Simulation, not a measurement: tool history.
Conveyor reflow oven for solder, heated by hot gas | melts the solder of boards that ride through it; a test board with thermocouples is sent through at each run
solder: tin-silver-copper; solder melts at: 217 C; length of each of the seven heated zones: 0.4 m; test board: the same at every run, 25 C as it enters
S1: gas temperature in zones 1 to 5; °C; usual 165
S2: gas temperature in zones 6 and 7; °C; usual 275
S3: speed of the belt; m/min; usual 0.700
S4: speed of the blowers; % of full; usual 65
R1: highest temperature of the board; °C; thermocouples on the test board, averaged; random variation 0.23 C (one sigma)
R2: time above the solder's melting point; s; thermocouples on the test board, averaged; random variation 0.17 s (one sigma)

Run 1, day 0.000: usual settings. Result: R1 257.2 °C, R2 52.0 s.
Run 2, day 1.512: usual settings. Result: R1 256.6 °C, R2 51.4 s.
Run 3, day 4.017: usual settings. Result: R1 257.0 °C, R2 51.3 s.
Run 4, day 6.417: usual settings. Result: R1 257.0 °C, R2 51.0 s.
Run 5, day 8.575: usual settings but S4 61 % of full. Result: R1 255.4 °C, R2 49.9 s.
At day 9.425: belt drive overhauled, speed set with a stopwatch.
Run 6, day 11.025: usual settings but S4 64 % of full. Result: R1 255.8 °C, R2 49.9 s.
Run 7, day 13.108: usual settings. Result: R1 255.9 °C, R2 49.9 s.
Run 8, day 15.021: usual settings. Result: R1 255.4 °C, R2 49.8 s.
Run 9, day 16.888: usual settings. Result: R1 255.5 °C, R2 49.7 s.
Run 10, day 19.258: usual settings. Result: R1 255.4 °C, R2 49.3 s.
At day 19.608: flux residue cleaned out of gas plates and filters.
Run 11, day 20.962: usual settings. Result: R1 252.9 °C, R2 47.4 s.
Run 12, day 22.650: usual settings but S4 81 % of full. Result: R1 256.3 °C, R2 50.4 s.
At day 23.496: flux residue cleaned out of gas plates and filters, once more.
Run 13, day 25.267: usual settings but S3 0.838 m/min. Result: R1 250.0 °C, R2 37.3 s.
Run 14, day 26.596: usual settings. Result: R1 257.6 °C, R2 51.3 s.
At day 28.925: thermocouples of zones 6 and 7 changed.
Run 15, day 28.925: usual settings. Result: R1 253.7 °C, R2 48.9 s.
Run 16, day 30.421: usual settings but S1 178 °C, S2 264 °C, S3 0.746 m/min, S4 78 % of full. Result: R1 247.8 °C, R2 46.1 s.
Run 17, day 32.825: usual settings but S1 178 °C, S2 264 °C, S3 0.746 m/min, S4 78 % of full. Result: R1 247.4 °C, R2 46.2 s.
Run 18, day 35.354: usual settings but S1 163 °C, S4 58 % of full. Result: R1 250.2 °C, R2 45.5 s.
Run 19, day 37.650: usual settings but S1 158 °C, S2 267 °C, S3 0.705 m/min, S4 58 % of full. Result: R1 241.9 °C, R2 37.4 s.
Run 20, day 39.846: usual settings but S1 158 °C, S2 267 °C, S3 0.705 m/min, S4 58 % of full. Result: R1 241.5 °C, R2 36.8 s.
Run 21, day 42.433: usual settings but S2 283 °C, S3 0.567 m/min, S4 83 % of full. Result: R1 270.8 °C, R2 73.4 s.
Run 22, day 44.742: usual settings but S2 283 °C, S3 0.567 m/min, S4 83 % of full. Result: R1 271.1 °C, R2 73.3 s.
Run 23, day 47.438: usual settings but S2 283 °C, S3 0.622 m/min. Result: R1 263.8 °C, R2 62.5 s.
Run 24, day 49.075: usual settings but S4 61 % of full. Result: R1 251.0 °C, R2 46.6 s.
Run 25, day 51.658: usual settings but S2 274 °C, S3 0.611 m/min, S4 55 % of full. Result: R1 253.0 °C, R2 55.9 s.
At day 54.375: flux residue cleaned out of gas plates and filters.
Run 26, day 54.467: usual settings but S2 274 °C, S3 0.739 m/min, S4 55 % of full. Result: R1 248.4 °C, R2 42.2 s.
Run 27, day 56.308: usual settings but S1 174 °C, S2 284 °C, S3 0.738 m/min. Result: R1 262.4 °C, R2 54.2 s.
Run 28, day 57.842: usual settings but S1 158 °C, S2 284 °C, S3 0.616 m/min, S4 86 % of full. Result: R1 271.6 °C, R2 65.9 s.
Run 29, day 59.858: usual settings but S1 158 °C, S2 271 °C, S3 0.616 m/min, S4 62 % of full. Result: R1 253.9 °C, R2 54.9 s.
Run 30, day 61.012: usual settings but S1 158 °C, S2 271 °C, S3 0.616 m/min, S4 63 % of full. Result: R1 253.7 °C, R2 54.9 s.

Forecast each of these 3 alternatives for the next run:
Run A, day 62.833: usual settings but S2 265 °C, S4 83 % of full. Result: R1 ?, R2 ?.
Run B, day 62.833: usual settings but S1 172 °C, S3 0.833 m/min, S4 63 % of full. Result: R1 ?, R2 ?.
Run C, day 62.833: usual settings but S1 158 °C, S2 271 °C, S3 0.616 m/min, S4 67 % of full. Result: R1 ?, R2 ?.

run     R1    R2
  A  250.3  48.0
  B  248.1  38.0
  C  255.0  55.7
Without the tool's hidden state the same runs would have given:
run     R1    R2
  A  250.6  48.1
  B  248.6  38.2
  C  255.2  55.6
